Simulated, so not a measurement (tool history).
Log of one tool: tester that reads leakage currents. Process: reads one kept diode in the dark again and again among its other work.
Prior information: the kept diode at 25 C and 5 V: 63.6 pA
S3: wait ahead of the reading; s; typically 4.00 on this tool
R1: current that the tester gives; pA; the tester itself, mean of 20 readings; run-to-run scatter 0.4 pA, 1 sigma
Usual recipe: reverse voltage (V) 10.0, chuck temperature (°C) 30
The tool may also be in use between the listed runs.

{"run": 1, "hour": 0.0, "reverse voltage (V)": 10.0, "chuck temperature (°C)": 30, "S3": 4.0, "R1": 132.05}
{"run": 2, "hour": 74.4, "reverse voltage (V)": 10.0, "chuck temperature (°C)": 30, "S3": 2.35, "R1": 132.87}
{"run": 3, "hour": 135.0, "reverse voltage (V)": 10.0, "chuck temperature (°C)": 30, "S3": 4.0, "R1": 132.01}
{"run": 4, "hour": 218.8, "reverse voltage (V)": 2.0, "chuck temperature (°C)": 30, "S3": 4.0, "R1": 71.61}
{"run": 5, "hour": 284.4, "reverse voltage (V)": 10.0, "chuck temperature (°C)": 30, "S3": 4.0, "R1": 132.09}
{"run": 6, "hour": 350.4, "reverse voltage (V)": 10.0, "chuck temperature (°C)": 30, "S3": 3.62, "R1": 132.18}
{"run": 7, "hour": 433.9, "reverse voltage (V)": 10.0, "chuck temperature (°C)": 30, "S3": 3.62, "R1": 132.7}
{"run": 8, "hour": 508.6, "reverse voltage (V)": 10.0, "chuck temperature (°C)": 30, "S3": 1.31, "R1": 133.93}
{"run": 9, "hour": 586.5, "reverse voltage (V)": 10.0, "chuck temperature (°C)": 39, "S3": 1.31, "R1": 294.22}
{"run": 10, "hour": 653.4, "reverse voltage (V)": 2.3, "chuck temperature (°C)": 30, "S3": 4.0, "R1": 75.7}
{"run": 11, "hour": 711.3, "reverse voltage (V)": 2.3, "chuck temperature (°C)": 30, "S3": 4.0, "R1": 75.57}
{"run": 12, "hour": 785.7, "reverse voltage (V)": 2.3, "chuck temperature (°C)": 30, "S3": 4.0, "R1": 75.54}
{"run": 13, "hour": 828.4, "reverse voltage (V)": 2.3, "chuck temperature (°C)": 30, "S3": 4.0, "R1": 75.48}
{"run": 14, "hour": 871.7, "reverse voltage (V)": 2.3, "chuck temperature (°C)": 30, "S3": 4.0, "R1": 75.35}
{"run": 15, "hour": 919.8, "reverse voltage (V)": 10.0, "chuck temperature (°C)": 39, "S3": 4.0, "R1": 292.07}
{"run": 16, "hour": 1002.2, "reverse voltage (V)": 10.0, "chuck temperature (°C)": 39, "S3": 4.0, "R1": 290.81}
{"run": 17, "hour": 1078.3, "reverse voltage (V)": 10.0, "chuck temperature (°C)": 39, "S3": 4.0, "R1": 292.48}
{"run": 18, "hour": 1126.3, "reverse voltage (V)": 10.0, "chuck temperature (°C)": 39, "S3": 4.0, "R1": 292.41}
{"run": 19, "hour": 1185.9, "reverse voltage (V)": 10.0, "chuck temperature (°C)": 39, "S3": 1.54, "R1": 294.26}
{"run": 20, "hour": 1225.9, "reverse voltage (V)": 10.0, "chuck temperature (°C)": 39, "S3": 1.54, "R1": 291.87}
{"run": 21, "hour": 1284.6, "reverse voltage (V)": 3.8, "chuck temperature (°C)": 49, "S3": 0.3, "R1": 472.83}
{"run": 22, "hour": 1358.0, "reverse voltage (V)": 3.8, "chuck temperature (°C)": 49, "S3": 0.3, "R1": 471.38}
{"run": 23, "hour": 1416.1, "reverse voltage (V)": 1.2, "chuck temperature (°C)": 22, "S3": 0.95, "R1": 28.38}
{"run": 24, "hour": 1460.3, "reverse voltage (V)": 4.9, "chuck temperature (°C)": 30, "S3": 0.88, "R1": 101.41}
{"run": 25, "hour": 1498.1, "reverse voltage (V)": 14.3, "chuck temperature (°C)": 30, "S3": 2.36, "R1": 151.21}
{"run": 26, "hour": 1535.5, "reverse voltage (V)": 7.7, "chuck temperature (°C)": 31, "S3": 4.0, "R1": 130.65}
{"run": 27, "hour": 1603.9, "reverse voltage (V)": 10.0, "chuck temperature (°C)": 44, "S3": 1.37, "R1": 446.36}
{"run": 28, "hour": 1677.5, "reverse voltage (V)": 6.3, "chuck temperature (°C)": 30, "S3": 0.47, "R1": 113.6}
{"run": 29, "hour": 1727.9, "reverse voltage (V)": 12.0, "chuck temperature (°C)": 30, "S3": 4.0, "R1": 142.21}
{"run": 30, "hour": 1770.2, "reverse voltage (V)": 5.8, "chuck temperature (°C)": 43, "S3": 0.41, "R1": 338.53}
{"run": 31, "hour": 1828.4, "reverse voltage (V)": 1.5, "chuck temperature (°C)": 22, "S3": 1.08, "R1": 30.72}
{"run": 32, "hour": 1870.0, "reverse voltage (V)": 1.5, "chuck temperature (°C)": 22, "S3": 1.08, "R1": 30.74}
{"run": 33, "hour": 1934.5, "reverse voltage (V)": 1.4, "chuck temperature (°C)": 42, "S3": 3.05, "R1": 179.67}
{"run": 34, "hour": 1987.3, "reverse voltage (V)": 3.5, "chuck temperature (°C)": 42, "S3": 3.05, "R1": 253.15}
{"run": 35, "hour": 2063.0, "reverse voltage (V)": 10.0, "chuck temperature (°C)": 26, "S3": 0.44, "R1": 97.28}
{"run": 36, "hour": 2109.4, "reverse voltage (V)": 5.6, "chuck temperature (°C)": 44, "S3": 0.39, "R1": 363.15}
{"run": 37, "hour": 2167.2, "reverse voltage (V)": 10.0, "chuck temperature (°C)": 26, "S3": 7.25, "R1": 91.44}
{"run": 38, "hour": 2253.9, "reverse voltage (V)": 3.0, "chuck temperature (°C)": 37, "S3": 0.35, "R1": 158.47}
{"run": 39, "hour": 2291.8, "reverse voltage (V)": 11.5, "chuck temperature (°C)": 35, "S3": 4.0, "R1": 217.82}
{"run": 40, "hour": 2331.8, "reverse voltage (V)": 2.4, "chuck temperature (°C)": 30, "S3": 0.98, "R1": 77.55}

Not shown here: 1 entry made in the log between runs. Locate each between two listed runs and compare the hidden state at the listed run before it with the hidden state at the listed run after it:
After run 26, before run 27: chuck's temperature calibrated (hour 1547.3)
  true chuck temperature over the reading, C: -0.02 -> 0
  measured value less the no-hidden-state value, R1: -0.17 -> -0.06 pA
